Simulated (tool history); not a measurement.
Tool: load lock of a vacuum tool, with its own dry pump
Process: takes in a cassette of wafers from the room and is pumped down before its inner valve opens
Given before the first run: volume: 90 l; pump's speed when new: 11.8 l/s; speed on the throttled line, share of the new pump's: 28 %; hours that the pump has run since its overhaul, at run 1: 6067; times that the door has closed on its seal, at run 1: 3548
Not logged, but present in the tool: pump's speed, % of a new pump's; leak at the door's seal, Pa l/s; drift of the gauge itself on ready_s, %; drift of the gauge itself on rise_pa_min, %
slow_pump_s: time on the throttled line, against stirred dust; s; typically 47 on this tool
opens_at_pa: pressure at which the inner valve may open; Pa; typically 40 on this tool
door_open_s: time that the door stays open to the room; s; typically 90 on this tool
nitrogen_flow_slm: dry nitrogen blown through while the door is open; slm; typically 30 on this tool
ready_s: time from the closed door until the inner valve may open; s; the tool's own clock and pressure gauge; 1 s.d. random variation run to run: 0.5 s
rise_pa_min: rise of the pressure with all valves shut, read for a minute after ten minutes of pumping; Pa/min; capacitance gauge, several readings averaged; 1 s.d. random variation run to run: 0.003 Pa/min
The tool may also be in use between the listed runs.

run,day,slow_pump_s,opens_at_pa,door_open_s,nitrogen_flow_slm,hours that the pump has run since its overhaul,times that the door has closed on its seal,"incoming humidity of the room's air, %",ready_s,rise_pa_min
1,0.000,47,40,90,30,6067,3548,43.0,93.2,0.044
2,3.262,47,40,90,30,6145,3933,47.9,94.5,0.043
3,10.046,47,74,90,30,6308,4733,44.9,89.1,0.042
4,12.858,47,74,90,30,6376,5065,44.7,88.5,0.046
5,15.708,47,74,90,30,6444,5401,42.7,89.5,0.038
6,21.954,47,40,90,27,6594,6137,45.3,93.2,0.044
7,27.000,47,40,90,27,6715,6733,43.1,93.7,0.044
8,33.471,51,30,90,30,6870,7496,43.0,98.7,0.036
9,36.792,65,52,90,9,6950,7887,43.6,103.8,0.064
10,43.262,46,37,36,15,7105,8651,43.7,93.7,0.030
11,49.883,46,37,96,41,7264,9431,42.9,94.3,0.035
12,54.696,48,46,167,8,7380,9999,44.2,93.4,0.087
13,59.754,48,46,167,8,7501,10595,44.5,93.2,0.086
14,63.317,48,46,42,8,7587,11016,46.5,94.0,0.047

What if the next run were any one of these 5? Each begins from the tool's condition after run 14:
A,68.817,35,46,42,8,7719,11664,44.7,?,?
B,68.817,47,40,90,28,7719,11664,40.7,?,?
C,68.817,81,40,35,6,7719,11664,47.8,?,?
D,68.817,75,49,42,29,7719,11664,47.4,?,?
E,68.817,48,46,178,5,7719,11664,46.1,?,?

run,ready_s,rise_pa_min
A,83.8,0.044
B,93.5,0.042
C,118.3,0.049
D,113.4,0.035
E,93.5,0.090
What these runs would have given with no unlogged condition in the tool:
run,ready_s,rise_pa_min
A,83.8,0.043
B,93.5,0.042
C,118.3,0.048
D,113.4,0.034
E,93.5,0.090
